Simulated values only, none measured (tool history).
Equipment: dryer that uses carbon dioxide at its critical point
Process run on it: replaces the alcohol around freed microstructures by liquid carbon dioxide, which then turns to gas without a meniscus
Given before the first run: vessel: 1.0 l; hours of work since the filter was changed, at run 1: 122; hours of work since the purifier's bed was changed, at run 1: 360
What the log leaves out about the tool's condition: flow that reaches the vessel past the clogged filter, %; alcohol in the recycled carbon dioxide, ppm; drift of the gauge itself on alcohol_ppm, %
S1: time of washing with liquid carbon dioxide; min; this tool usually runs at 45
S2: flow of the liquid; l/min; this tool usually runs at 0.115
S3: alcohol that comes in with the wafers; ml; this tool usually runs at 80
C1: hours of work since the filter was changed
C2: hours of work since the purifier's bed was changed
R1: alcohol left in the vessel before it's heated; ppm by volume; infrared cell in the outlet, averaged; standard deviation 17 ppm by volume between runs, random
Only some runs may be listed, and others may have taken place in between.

Run 1, hour 0: usual settings; C1 122; C2 360. Result: R1 1272 ppm by volume.
Run 2, hour 19.4: usual settings but S3 30 ml; C1 134; C2 371. Result: R1 513 ppm by volume.
Run 3, hour 40.1: usual settings but S3 30 ml; C1 146; C2 383. Result: R1 517 ppm by volume.
Run 4, hour 55: usual settings but S3 30 ml; C1 154; C2 392. Result: R1 515 ppm by volume.
Run 5, hour 78.1: usual settings; C1 168; C2 406. Result: R1 1346 ppm by volume.
Run 6, hour 104.9: usual settings but S1 62 min; C1 183; C2 421. Result: R1 322 ppm by volume.
Run 7, hour 137.3: usual settings but S3 54 ml; C1 202; C2 440. Result: R1 962 ppm by volume.
Run 8, hour 164.3: usual settings but S3 54 ml; C1 218; C2 456. Result: R1 981 ppm by volume.
Run 9, hour 198.7: usual settings but S3 54 ml; C1 238; C2 476. Result: R1 1004 ppm by volume.
Run 10, hour 230.9: usual settings; C1 257; C2 495. Result: R1 1492 ppm by volume.
Run 11, hour 254.7: usual settings; C1 271; C2 509. Result: R1 1507 ppm by volume.
Run 12, hour 290.4: usual settings; C1 292; C2 529. Result: R1 1568 ppm by volume.
Run 13, hour 305.9: usual settings; C1 301; C2 538. Result: R1 1619 ppm by volume.
Run 14, hour 324.5: usual settings; C1 312; C2 549. Result: R1 1561 ppm by volume.
Run 15, hour 353.1: usual settings; C1 328; C2 566. Result: R1 1582 ppm by volume.
Run 16, hour 373: usual settings but S2 0.131 l/min; C1 340; C2 578. Result: R1 941 ppm by volume.
Run 17, hour 400.9: usual settings but S2 0.131 l/min; C1 356; C2 594. Result: R1 933 ppm by volume.
Run 18, hour 421.7: usual settings but S1 50 min; C1 368; C2 606. Result: R1 1118 ppm by volume.
Run 19, hour 450.7: usual settings but S1 71 min; C1 385; C2 623. Result: R1 229 ppm by volume.
Run 20, hour 467.5: usual settings but S1 71 min; C1 395; C2 633. Result: R1 239 ppm by volume.
Run 21, hour 484.7: usual settings but S1 71 min; C1 405; C2 643. Result: R1 228 ppm by volume.
Run 22, hour 517.8: usual settings but S2 0.146 l/min; C1 424; C2 662. Result: R1 629 ppm by volume.
Run 23, hour 532.1: usual settings but S2 0.146 l/min; C1 433; C2 670. Result: R1 628 ppm by volume.
Run 24, hour 555.8: usual settings but S2 0.146 l/min; C1 447; C2 684. Result: R1 639 ppm by volume.
Run 25, hour 590: usual settings but S1 54 min, S2 0.146 l/min, S3 34 ml; C1 467; C2 704. Result: R1 148 ppm by volume.
Run 26, hour 624.3: usual settings but S1 38 min, S2 0.08 l/min, S3 54 ml; C1 487; C2 724. Result: R1 6423 ppm by volume.
Run 27, hour 655.2: usual settings but S3 41 ml; C1 505; C2 742. Result: R1 1037 ppm by volume.
Run 28, hour 684.8: usual settings but S1 32 min, S3 23 ml; C1 522; C2 760. Result: R1 1651 ppm by volume.
Run 29, hour 715.1: usual settings but S3 28 ml; C1 540; C2 777. Result: R1 739 ppm by volume.
At hour 734.5: inlet filter changed.
Run 30, hour 746.5: usual settings but S2 0.169 l/min, S3 34 ml; C1 7; C2 795. Result: R1 118 ppm by volume.
Run 31, hour 766.6: usual settings but S2 0.169 l/min, S3 34 ml; C1 19; C2 807. Result: R1 118 ppm by volume.
Run 32, hour 801.2: usual settings but S1 54 min, S2 0.132 l/min, S3 87 ml; C1 39; C2 827. Result: R1 295 ppm by volume.
Run 33, hour 836.7: usual settings but S1 29 min, S2 0.149 l/min, S3 31 ml; C1 60; C2 848. Result: R1 924 ppm by volume.
Run 34, hour 863.8: usual settings but S1 67 min, S2 0.072 l/min, S3 74 ml; C1 75; C2 863. Result: R1 1750 ppm by volume.
At hour 902.1: purifier's bed changed.
Run 35, hour 902.4: usual settings but S1 67 min, S2 0.072 l/min, S3 74 ml; C1 96; C2 0. Result: R1 1692 ppm by volume.
Run 36, hour 927.2: usual settings but S1 57 min, S2 0.183 l/min, S3 74 ml; C1 111; C2 15. Result: R1 19 ppm by volume.
Run 37, hour 947.3: usual settings but S1 59 min, S2 0.147 l/min, S3 74 ml; C1 122; C2 26. Result: R1 68 ppm by volume.
Run 38, hour 968.3: usual settings but S1 50 min, S2 0.138 l/min, S3 29 ml; C1 135; C2 39. Result: R1 126 ppm by volume.
Run 39, hour 996.2: usual settings but S2 0.096 l/min, S3 49 ml; C1 151; C2 55. Result: R1 1650 ppm by volume.
Run 40, hour 1026.2: usual settings but S2 0.074 l/min; C1 169; C2 72. Result: R1 6291 ppm by volume.
Run 41, hour 1057.3: usual settings but S1 40 min, S2 0.07 l/min, S3 30 ml; C1 187; C2 91. Result: R1 3625 ppm by volume.
Run 42, hour 1081.5: usual settings but S1 37 min, S2 0.187 l/min, S3 32 ml; C1 201; C2 105. Result: R1 143 ppm by volume.
Run 43, hour 1097.1: usual settings but S1 37 min, S2 0.187 l/min, S3 32 ml; C1 210; C2 114. Result: R1 142 ppm by volume.
Run 44, hour 1125.3: usual settings but S1 39 min, S2 0.081 l/min, S3 99 ml; C1 226; C2 130. Result: R1 8998 ppm by volume.
Run 45, hour 1142.8: usual settings but S1 39 min, S2 0.081 l/min, S3 99 ml; C1 237; C2 140. Result: R1 9155 ppm by volume.
Run 46, hour 1165.7: usual settings but S1 40 min, S2 0.092 l/min, S3 77 ml; C1 250; C2 154. Result: R1 4707 ppm by volume.
Run 47, hour 1184.9: usual settings but S1 40 min, S2 0.092 l/min, S3 77 ml; C1 261; C2 165. Result: R1 4757 ppm by volume.

How the hidden state differs across the entries between the runs, from the last listed run before each to the first after it:
Runs 29 to 30: inlet filter changed (hour 734.5)
  flow that reaches the vessel past the clogged filter, %: 86.3 -> 99.3; alcohol in the recycled carbon dioxide, ppm: 59.5 -> 60.8
  difference, measured minus the result without the unlogged condition, R1: +359 -> +58 ppm by volume
Runs 34 to 35: purifier's bed changed (hour 902.1)
  flow that reaches the vessel past the clogged filter, %: 97.6 -> 97; alcohol in the recycled carbon dioxide, ppm: 65.6 -> 6.1
  difference, measured minus the result without the unlogged condition, R1: +212 -> +187 ppm by volume
